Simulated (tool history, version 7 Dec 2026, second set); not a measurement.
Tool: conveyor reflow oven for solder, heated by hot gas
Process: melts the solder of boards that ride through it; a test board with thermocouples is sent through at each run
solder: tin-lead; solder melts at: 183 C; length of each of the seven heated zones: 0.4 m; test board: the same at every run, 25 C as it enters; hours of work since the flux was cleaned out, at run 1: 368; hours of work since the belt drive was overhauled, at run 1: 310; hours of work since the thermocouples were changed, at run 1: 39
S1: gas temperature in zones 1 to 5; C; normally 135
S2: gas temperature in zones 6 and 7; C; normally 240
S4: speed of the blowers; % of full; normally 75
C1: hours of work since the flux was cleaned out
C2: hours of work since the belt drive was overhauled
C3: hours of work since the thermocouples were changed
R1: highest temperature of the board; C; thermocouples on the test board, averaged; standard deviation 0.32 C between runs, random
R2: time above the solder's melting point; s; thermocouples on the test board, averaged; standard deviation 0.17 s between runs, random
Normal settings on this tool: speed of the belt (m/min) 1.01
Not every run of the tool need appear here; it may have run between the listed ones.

{"run": 1, "day": 0.0, "S1": 135, "S2": 240, "speed of the belt (m/min)": 1.01, "S4": 75, "C1": 368, "C2": 310, "C3": 39, "R1": 220.1, "R2": 35.6}
{"run": 2, "day": 0.683, "S1": 135, "S2": 240, "speed of the belt (m/min)": 1.01, "S4": 75, "C1": 375, "C2": 317, "C3": 45, "R1": 219.6, "R2": 35.9}
{"run": 3, "day": 1.038, "S1": 135, "S2": 233, "speed of the belt (m/min)": 1.01, "S4": 75, "C1": 379, "C2": 320, "C3": 49, "R1": 213.9, "R2": 33.1}
{"run": 4, "day": 1.667, "S1": 135, "S2": 233, "speed of the belt (m/min)": 1.01, "S4": 75, "C1": 385, "C2": 326, "C3": 55, "R1": 213.6, "R2": 33.2}
{"run": 5, "day": 2.096, "S1": 137, "S2": 240, "speed of the belt (m/min)": 1.01, "S4": 75, "C1": 389, "C2": 331, "C3": 59, "R1": 219.5, "R2": 36.1}
{"run": 6, "day": 2.592, "S1": 137, "S2": 240, "speed of the belt (m/min)": 1.01, "S4": 76, "C1": 394, "C2": 335, "C3": 64, "R1": 220.2, "R2": 36.2}
{"run": 7, "day": 3.2, "S1": 137, "S2": 240, "speed of the belt (m/min)": 1.01, "S4": 76, "C1": 400, "C2": 341, "C3": 70, "R1": 220.3, "R2": 36.5}
{"run": 8, "day": 3.854, "S1": 137, "S2": 240, "speed of the belt (m/min)": 1.01, "S4": 76, "C1": 406, "C2": 348, "C3": 77, "R1": 220.3, "R2": 36.5}
{"run": 9, "day": 4.292, "S1": 137, "S2": 240, "speed of the belt (m/min)": 1.01, "S4": 76, "C1": 410, "C2": 352, "C3": 81, "R1": 221.1, "R2": 36.6}
{"run": 10, "day": 4.717, "S1": 137, "S2": 240, "speed of the belt (m/min)": 1.01, "S4": 76, "C1": 415, "C2": 356, "C3": 85, "R1": 219.9, "R2": 36.8}
{"run": 11, "day": 5.167, "S1": 125, "S2": 240, "speed of the belt (m/min)": 1.01, "S4": 75, "C1": 419, "C2": 361, "C3": 89, "R1": 218, "R2": 32.7}
{"run": 12, "day": 5.767, "S1": 125, "S2": 240, "speed of the belt (m/min)": 1.01, "S4": 75, "C1": 425, "C2": 367, "C3": 95, "R1": 217.7, "R2": 32.7}
{"run": 13, "day": 6.408, "S1": 148, "S2": 243, "speed of the belt (m/min)": 0.98, "S4": 67, "C1": 431, "C2": 373, "C3": 102, "R1": 224, "R2": 41.8}
{"run": 14, "day": 7.079, "S1": 130, "S2": 235, "speed of the belt (m/min)": 0.98, "S4": 67, "C1": 438, "C2": 379, "C3": 108, "R1": 213.5, "R2": 32}
{"run": 15, "day": 7.646, "S1": 146, "S2": 234, "speed of the belt (m/min)": 0.9, "S4": 56, "C1": 443, "C2": 385, "C3": 114, "R1": 214.7, "R2": 40.6}
{"day": 8.417, "done": "flux residue cleaned out of gas plates and filters"}
{"run": 16, "day": 8.425, "S1": 135, "S2": 240, "speed of the belt (m/min)": 0.96, "S4": 67, "C1": 0, "C2": 391, "C3": 119, "R1": 219.5, "R2": 37.7}
{"run": 17, "day": 9.042, "S1": 135, "S2": 240, "speed of the belt (m/min)": 0.96, "S4": 67, "C1": 6, "C2": 397, "C3": 125, "R1": 219.8, "R2": 37.5}
{"run": 18, "day": 9.417, "S1": 128, "S2": 238, "speed of the belt (m/min)": 1.01, "S4": 59, "C1": 10, "C2": 400, "C3": 129, "R1": 211.6, "R2": 29.5}
{"run": 19, "day": 9.738, "S1": 128, "S2": 238, "speed of the belt (m/min)": 1.01, "S4": 59, "C1": 13, "C2": 403, "C3": 132, "R1": 211.6, "R2": 29.4}
{"run": 20, "day": 10.438, "S1": 128, "S2": 253, "speed of the belt (m/min)": 1.01, "S4": 59, "C1": 20, "C2": 410, "C3": 139, "R1": 223.7, "R2": 35.9}
{"run": 21, "day": 10.917, "S1": 135, "S2": 240, "speed of the belt (m/min)": 0.93, "S4": 58, "C1": 25, "C2": 415, "C3": 144, "R1": 218.3, "R2": 37.7}
{"run": 22, "day": 11.621, "S1": 135, "S2": 240, "speed of the belt (m/min)": 0.93, "S4": 58, "C1": 31, "C2": 422, "C3": 151, "R1": 218.1, "R2": 37.7}
{"run": 23, "day": 12.317, "S1": 122, "S2": 240, "speed of the belt (m/min)": 1.21, "S4": 59, "C1": 38, "C2": 429, "C3": 158, "R1": 203.1, "R2": 18.2}

Forecast each of these 4 alternatives for the next run:
{"run": "A", "day": 12.925, "S1": 137, "S2": 240, "speed of the belt (m/min)": 0.82, "S4": 75, "C1": 44, "C2": 435, "C3": 163, "R1": "?", "R2": "?"}
{"run": "B", "day": 12.925, "S1": 122, "S2": 254, "speed of the belt (m/min)": 1.12, "S4": 52, "C1": 44, "C2": 435, "C3": 163, "R1": "?", "R2": "?"}
{"run": "C", "day": 12.925, "S1": 150, "S2": 240, "speed of the belt (m/min)": 1.13, "S4": 89, "C1": 44, "C2": 435, "C3": 163, "R1": "?", "R2": "?"}
{"run": "D", "day": 12.925, "S1": 122, "S2": 233, "speed of the belt (m/min)": 1.21, "S4": 59, "C1": 44, "C2": 435, "C3": 163, "R1": "?", "R2": "?"}

run=A R1=226.8 R2=48.8
run=B R1=213.9 R2=26.6
run=C R1=222.3 R2=36.1
run=D R1=197.7 R2=14.4
Without the tool's unlogged condition, the same runs would have read:
run=A R1=226.8 R2=48.8
run=B R1=213.9 R2=26.5
run=C R1=222.3 R2=36
run=D R1=197.6 R2=14.4
